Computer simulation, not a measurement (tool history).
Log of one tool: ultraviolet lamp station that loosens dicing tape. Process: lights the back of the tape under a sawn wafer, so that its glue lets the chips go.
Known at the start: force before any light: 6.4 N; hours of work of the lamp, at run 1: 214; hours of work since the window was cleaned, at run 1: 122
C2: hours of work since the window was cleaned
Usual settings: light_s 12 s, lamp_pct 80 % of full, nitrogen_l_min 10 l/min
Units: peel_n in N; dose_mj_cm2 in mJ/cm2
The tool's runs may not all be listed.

{"run": 1, "hour": 0.0, "light_s": 12, "lamp_pct": 80, "nitrogen_l_min": 10, "hours of work of the lamp": 214, "C2": 122, "peel_n": 0.94, "dose_mj_cm2": 417}
{"run": 2, "hour": 12.2, "light_s": 12, "lamp_pct": 80, "nitrogen_l_min": 10, "hours of work of the lamp": 221, "C2": 128, "peel_n": 0.938, "dose_mj_cm2": 414}
{"run": 3, "hour": 24.9, "light_s": 12, "lamp_pct": 80, "nitrogen_l_min": 10, "hours of work of the lamp": 227, "C2": 135, "peel_n": 1.005, "dose_mj_cm2": 413}
{"run": 4, "hour": 38.8, "light_s": 12, "lamp_pct": 80, "nitrogen_l_min": 10, "hours of work of the lamp": 234, "C2": 142, "peel_n": 0.992, "dose_mj_cm2": 406}
{"run": 5, "hour": 53.3, "light_s": 12, "lamp_pct": 80, "nitrogen_l_min": 10, "hours of work of the lamp": 242, "C2": 150, "peel_n": 0.969, "dose_mj_cm2": 408}
{"run": 6, "hour": 64.1, "light_s": 12, "lamp_pct": 80, "nitrogen_l_min": 10, "hours of work of the lamp": 248, "C2": 155, "peel_n": 0.981, "dose_mj_cm2": 409}
{"run": 7, "hour": 76.9, "light_s": 12, "lamp_pct": 80, "nitrogen_l_min": 10, "hours of work of the lamp": 254, "C2": 162, "peel_n": 1.055, "dose_mj_cm2": 403}
{"run": 8, "hour": 89.2, "light_s": 12, "lamp_pct": 80, "nitrogen_l_min": 10, "hours of work of the lamp": 261, "C2": 168, "peel_n": 1.044, "dose_mj_cm2": 404}
{"run": 9, "hour": 100.3, "light_s": 12, "lamp_pct": 80, "nitrogen_l_min": 10, "hours of work of the lamp": 266, "C2": 174, "peel_n": 0.992, "dose_mj_cm2": 397}
{"run": 10, "hour": 113.1, "light_s": 12, "lamp_pct": 80, "nitrogen_l_min": 14, "hours of work of the lamp": 273, "C2": 181, "peel_n": 0.788, "dose_mj_cm2": 399}
{"run": 11, "hour": 127.4, "light_s": 12, "lamp_pct": 80, "nitrogen_l_min": 12, "hours of work of the lamp": 281, "C2": 188, "peel_n": 0.929, "dose_mj_cm2": 400}
{"run": 12, "hour": 134.7, "light_s": 12, "lamp_pct": 80, "nitrogen_l_min": 12, "hours of work of the lamp": 284, "C2": 192, "peel_n": 0.936, "dose_mj_cm2": 398}
{"run": 13, "hour": 147.5, "light_s": 12, "lamp_pct": 80, "nitrogen_l_min": 12, "hours of work of the lamp": 291, "C2": 198, "peel_n": 0.922, "dose_mj_cm2": 397}
{"run": 14, "hour": 162.5, "light_s": 12, "lamp_pct": 80, "nitrogen_l_min": 12, "hours of work of the lamp": 299, "C2": 206, "peel_n": 0.943, "dose_mj_cm2": 392}
{"run": 15, "hour": 177.1, "light_s": 12, "lamp_pct": 80, "nitrogen_l_min": 4, "hours of work of the lamp": 306, "C2": 214, "peel_n": 1.924, "dose_mj_cm2": 388}
{"run": 16, "hour": 185.3, "light_s": 9, "lamp_pct": 62, "nitrogen_l_min": 19, "hours of work of the lamp": 311, "C2": 218, "peel_n": 1.76, "dose_mj_cm2": 226}
{"run": 17, "hour": 195.3, "light_s": 9, "lamp_pct": 62, "nitrogen_l_min": 19, "hours of work of the lamp": 316, "C2": 223, "peel_n": 1.797, "dose_mj_cm2": 221}
{"run": 18, "hour": 204.0, "light_s": 9, "lamp_pct": 62, "nitrogen_l_min": 19, "hours of work of the lamp": 320, "C2": 228, "peel_n": 1.766, "dose_mj_cm2": 221}
{"run": 19, "hour": 212.9, "light_s": 8, "lamp_pct": 79, "nitrogen_l_min": 7, "hours of work of the lamp": 325, "C2": 232, "peel_n": 2.352, "dose_mj_cm2": 250}
{"run": 20, "hour": 226.2, "light_s": 12, "lamp_pct": 85, "nitrogen_l_min": 4, "hours of work of the lamp": 332, "C2": 239, "peel_n": 1.762, "dose_mj_cm2": 405}
{"run": 21, "hour": 236.5, "light_s": 12, "lamp_pct": 85, "nitrogen_l_min": 4, "hours of work of the lamp": 337, "C2": 245, "peel_n": 1.715, "dose_mj_cm2": 404}
{"run": 22, "hour": 250.8, "light_s": 12, "lamp_pct": 86, "nitrogen_l_min": 10, "hours of work of the lamp": 345, "C2": 252, "peel_n": 1.006, "dose_mj_cm2": 406}
{"run": 23, "hour": 263.1, "light_s": 12, "lamp_pct": 86, "nitrogen_l_min": 10, "hours of work of the lamp": 351, "C2": 259, "peel_n": 1.027, "dose_mj_cm2": 399}
{"run": 24, "hour": 274.9, "light_s": 12, "lamp_pct": 98, "nitrogen_l_min": 4, "hours of work of the lamp": 357, "C2": 265, "peel_n": 1.548, "dose_mj_cm2": 456}
{"run": 25, "hour": 290.2, "light_s": 9, "lamp_pct": 72, "nitrogen_l_min": 19, "hours of work of the lamp": 365, "C2": 273, "peel_n": 1.504, "dose_mj_cm2": 250}
{"run": 26, "hour": 297.2, "light_s": 8, "lamp_pct": 71, "nitrogen_l_min": 10, "hours of work of the lamp": 369, "C2": 276, "peel_n": 2.297, "dose_mj_cm2": 217}
{"run": 27, "hour": 308.3, "light_s": 20, "lamp_pct": 80, "nitrogen_l_min": 10, "hours of work of the lamp": 374, "C2": 282, "peel_n": 0.421, "dose_mj_cm2": 612}
{"run": 28, "hour": 321.9, "light_s": 12, "lamp_pct": 80, "nitrogen_l_min": 19, "hours of work of the lamp": 382, "C2": 289, "peel_n": 0.804, "dose_mj_cm2": 365}
{"run": 29, "hour": 328.5, "light_s": 18, "lamp_pct": 63, "nitrogen_l_min": 13, "hours of work of the lamp": 385, "C2": 293, "peel_n": 0.782, "dose_mj_cm2": 429}

Some steps in peel_n between neighbouring runs. How much of each would the tool show without its hidden state too (settings, what came in, random variation), and how much is left for the hidden state, with any gauge scatter that isn't in both results?
The hidden state here: lamp's light, % of a new lamp's; light that the window lets through, % of a clean one's; drift of the gauge itself on peel_n, %; drift of the gauge itself on dose_mj_cm2, %.
Run 14 -> 15: nitrogen_l_min 12 -> 4. peel_n +0.981 N: hidden state +0.145, all else +0.836.
Run 26 -> 27: light_s 8 -> 20, lamp_pct 71 -> 80. peel_n -1.876 N: hidden state -0.359, all else -1.517.
